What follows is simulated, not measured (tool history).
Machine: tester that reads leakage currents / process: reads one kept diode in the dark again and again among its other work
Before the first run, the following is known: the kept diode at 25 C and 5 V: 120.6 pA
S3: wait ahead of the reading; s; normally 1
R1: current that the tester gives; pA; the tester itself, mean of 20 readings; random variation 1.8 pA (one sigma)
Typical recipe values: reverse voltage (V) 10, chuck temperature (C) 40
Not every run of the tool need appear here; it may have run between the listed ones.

run 1 hour=0 | reverse_voltage_(V)=10 chuck_temperature_(C)=40 S3=1 | R1=589.82
run 2 hour=45.8 | reverse_voltage_(V)=10 chuck_temperature_(C)=40 S3=1 | R1=586.34
run 3 hour=102.5 | reverse_voltage_(V)=10 chuck_temperature_(C)=40 S3=4.25 | R1=589.02
run 4 hour=173.1 | reverse_voltage_(V)=10 chuck_temperature_(C)=40 S3=1 | R1=588.78
run 5 hour=232 | reverse_voltage_(V)=10 chuck_temperature_(C)=35 S3=1 | R1=389.32
run 6 hour=276.3 | reverse_voltage_(V)=10 chuck_temperature_(C)=40 S3=0.71 | R1=590.01
-- hour=282.1 chuck's temperature calibrated
run 7 hour=340.8 | reverse_voltage_(V)=10 chuck_temperature_(C)=40 S3=0.71 | R1=588.26
run 8 hour=377.5 | reverse_voltage_(V)=10 chuck_temperature_(C)=40 S3=1 | R1=591.81
run 9 hour=422.3 | reverse_voltage_(V)=10 chuck_temperature_(C)=40 S3=1 | R1=589.52
run 10 hour=458.4 | reverse_voltage_(V)=10 chuck_temperature_(C)=40 S3=1 | R1=588.96
run 11 hour=516.1 | reverse_voltage_(V)=10 chuck_temperature_(C)=40 S3=1 | R1=589.87
run 12 hour=577.6 | reverse_voltage_(V)=17.9 chuck_temperature_(C)=40 S3=1 | R1=753.7
run 13 hour=611.3 | reverse_voltage_(V)=17.9 chuck_temperature_(C)=40 S3=1 | R1=753.14
run 14 hour=647.6 | reverse_voltage_(V)=10 chuck_temperature_(C)=41 S3=1 | R1=636.31
run 15 hour=690.6 | reverse_voltage_(V)=10 chuck_temperature_(C)=41 S3=1 | R1=639.81
run 16 hour=722.6 | reverse_voltage_(V)=2.1 chuck_temperature_(C)=39 S3=7.15 | R1=278.58
run 17 hour=772.8 | reverse_voltage_(V)=2.9 chuck_temperature_(C)=22 S3=0.4 | R1=73.46
run 18 hour=820.9 | reverse_voltage_(V)=2.9 chuck_temperature_(C)=33 S3=6.04 | R1=194.14
run 19 hour=887.8 | reverse_voltage_(V)=11.8 chuck_temperature_(C)=23 S3=0.77 | R1=145.95
run 20 hour=941.4 | reverse_voltage_(V)=11.8 chuck_temperature_(C)=31 S3=1.34 | R1=294.76
run 21 hour=998.1 | reverse_voltage_(V)=1.2 chuck_temperature_(C)=21 S3=1 | R1=45.91
run 22 hour=1057.6 | reverse_voltage_(V)=1.2 chuck_temperature_(C)=21 S3=1 | R1=45.73
run 23 hour=1096.1 | reverse_voltage_(V)=18.6 chuck_temperature_(C)=43 S3=2.38 | R1=974.64
run 24 hour=1137.9 | reverse_voltage_(V)=18.6 chuck_temperature_(C)=43 S3=2.38 | R1=974.23
run 25 hour=1178.8 | reverse_voltage_(V)=10.4 chuck_temperature_(C)=40 S3=0.53 | R1=598.17
run 26 hour=1234.3 | reverse_voltage_(V)=12.8 chuck_temperature_(C)=40 S3=0.33 | R1=656.69
run 27 hour=1277.4 | reverse_voltage_(V)=12.8 chuck_temperature_(C)=40 S3=0.33 | R1=657.67

Here are 4 independent what-if runs from the current tool condition. What would each one return?
run A hour=1312.5 | reverse_voltage_(V)=12.8 chuck_temperature_(C)=44 S3=0.33 | R1=?
run B hour=1312.5 | reverse_voltage_(V)=12.8 chuck_temperature_(C)=40 S3=0.39 | R1=?
run C hour=1312.5 | reverse_voltage_(V)=14 chuck_temperature_(C)=57 S3=0.42 | R1=?
run D hour=1312.5 | reverse_voltage_(V)=10 chuck_temperature_(C)=40 S3=1 | R1=?

run=A R1=902.32
run=B R1=652.31
run=C R1=2542.71
run=D R1=591.17
With the hidden condition removed and each run's random variation left untouched, the same runs would have given:
run=A R1=902.09
run=B R1=652.12
run=C R1=2542.25
run=D R1=591.01
